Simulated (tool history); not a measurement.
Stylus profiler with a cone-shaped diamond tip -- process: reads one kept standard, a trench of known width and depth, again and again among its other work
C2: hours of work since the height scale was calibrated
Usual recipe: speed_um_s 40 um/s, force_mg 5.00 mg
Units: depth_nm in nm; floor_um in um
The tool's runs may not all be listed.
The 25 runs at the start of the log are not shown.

At hour 1191.2: new tip fitted, height scale calibrated.
Run 26, hour 1219.4: usual settings but speed_um_s 48 um/s, force_mg 6.10 mg; scans with this tip 138; C2 15. Result: depth_nm 202.85 nm, floor_um 97.05 um.
Run 27, hour 1264.5: usual settings but speed_um_s 53 um/s, force_mg 3.27 mg; scans with this tip 360; C2 39. Result: depth_nm 201.85 nm, floor_um 96.98 um.
Run 28, hour 1327.4: usual settings but speed_um_s 110 um/s; scans with this tip 668; C2 72. Result: depth_nm 202.60 nm, floor_um 96.78 um.
Run 29, hour 1365.1: usual settings but speed_um_s 122 um/s, force_mg 3.06 mg; scans with this tip 853; C2 92. Result: depth_nm 201.71 nm, floor_um 96.58 um.
Run 30, hour 1411.2: usual settings but speed_um_s 97 um/s, force_mg 5.20 mg; scans with this tip 1079; C2 116. Result: depth_nm 202.46 nm, floor_um 96.67 um.
Run 31, hour 1468.9: usual settings but speed_um_s 22 um/s, force_mg 9.94 mg; scans with this tip 1362; C2 147. Result: depth_nm 203.96 nm, floor_um 96.98 um.
Run 32, hour 1513.4: usual settings but speed_um_s 22 um/s, force_mg 9.94 mg; scans with this tip 1581; C2 170. Result: depth_nm 203.87 nm, floor_um 96.81 um.
Run 33, hour 1545.6: usual settings but speed_um_s 20 um/s, force_mg 2.10 mg; scans with this tip 1738; C2 187. Result: depth_nm 201.44 nm, floor_um 96.79 um.
Run 34, hour 1603.1: usual settings but speed_um_s 93 um/s, force_mg 12.02 mg; scans with this tip 2021; C2 217. Result: depth_nm 204.59 nm, floor_um 96.71 um.
Run 35, hour 1643.9: usual settings but speed_um_s 93 um/s, force_mg 12.02 mg; scans with this tip 2221; C2 239. Result: depth_nm 204.58 nm, floor_um 96.68 um.
Run 36, hour 1691.8: usual settings but speed_um_s 14 um/s, force_mg 13.43 mg; scans with this tip 2456; C2 264. Result: depth_nm 204.81 nm, floor_um 96.73 um.
Run 37, hour 1731.9: usual settings but speed_um_s 17 um/s, force_mg 13.43 mg; scans with this tip 2653; C2 285. Result: depth_nm 205.01 nm, floor_um 96.68 um.
Run 38, hour 1788.0: usual settings but speed_um_s 17 um/s, force_mg 13.43 mg; scans with this tip 2928; C2 315. Result: depth_nm 204.81 nm, floor_um 96.58 um.
Run 39, hour 1821.3: usual settings but speed_um_s 17 um/s, force_mg 13.43 mg; scans with this tip 3091; C2 333. Result: depth_nm 205.06 nm, floor_um 96.62 um.
Run 40, hour 1861.2: usual settings but speed_um_s 13 um/s, force_mg 8.38 mg; scans with this tip 3287; C2 354. Result: depth_nm 203.82 nm, floor_um 96.57 um.
Run 41, hour 1891.0: usual settings but speed_um_s 51 um/s, force_mg 8.22 mg; scans with this tip 3433; C2 369. Result: depth_nm 203.81 nm, floor_um 96.48 um.
Run 42, hour 1944.3: usual settings but speed_um_s 41 um/s, force_mg 5.51 mg; scans with this tip 3695; C2 398. Result: depth_nm 202.87 nm, floor_um 96.39 um.
Run 43, hour 1988.6: usual settings but speed_um_s 41 um/s, force_mg 5.51 mg; scans with this tip 3912; C2 421. Result: depth_nm 202.81 nm, floor_um 96.39 um.
Run 44, hour 2035.4: usual settings but speed_um_s 41 um/s, force_mg 5.51 mg; scans with this tip 4142; C2 446. Result: depth_nm 202.93 nm, floor_um 96.34 um.
Run 45, hour 2072.3: usual settings but speed_um_s 104 um/s, force_mg 3.01 mg; scans with this tip 4323; C2 465. Result: depth_nm 202.00 nm, floor_um 96.03 um.
Run 46, hour 2143.2: usual settings but speed_um_s 33 um/s, force_mg 2.05 mg; scans with this tip 4671; C2 503. Result: depth_nm 201.86 nm, floor_um 96.25 um.

Consider 3 possible next runs. They are alternatives, not a sequence: every one starts from the tool as it was left by run 46. What does each give?
Run A, hour 2200.4: usual settings but speed_um_s 33 um/s, force_mg 11.20 mg; scans with this tip 4951; C2 533. Result: depth_nm ?, floor_um ?.
Run B, hour 2200.4: usual settings but speed_um_s 36 um/s, force_mg 12.22 mg; scans with this tip 4951; C2 533. Result: depth_nm ?, floor_um ?.
Run C, hour 2200.4: usual settings but speed_um_s 122 um/s, force_mg 5.67 mg; scans with this tip 4951; C2 533. Result: depth_nm ?, floor_um ?.

run  depth_nm  floor_um
  A    204.44     96.25
  B    204.86     96.32
  C    203.16     95.99
Without the tool's unlogged condition, the same runs would have read:
run  depth_nm  floor_um
  A    204.02     97.13
  B    204.44     97.20
  C    202.74     96.87
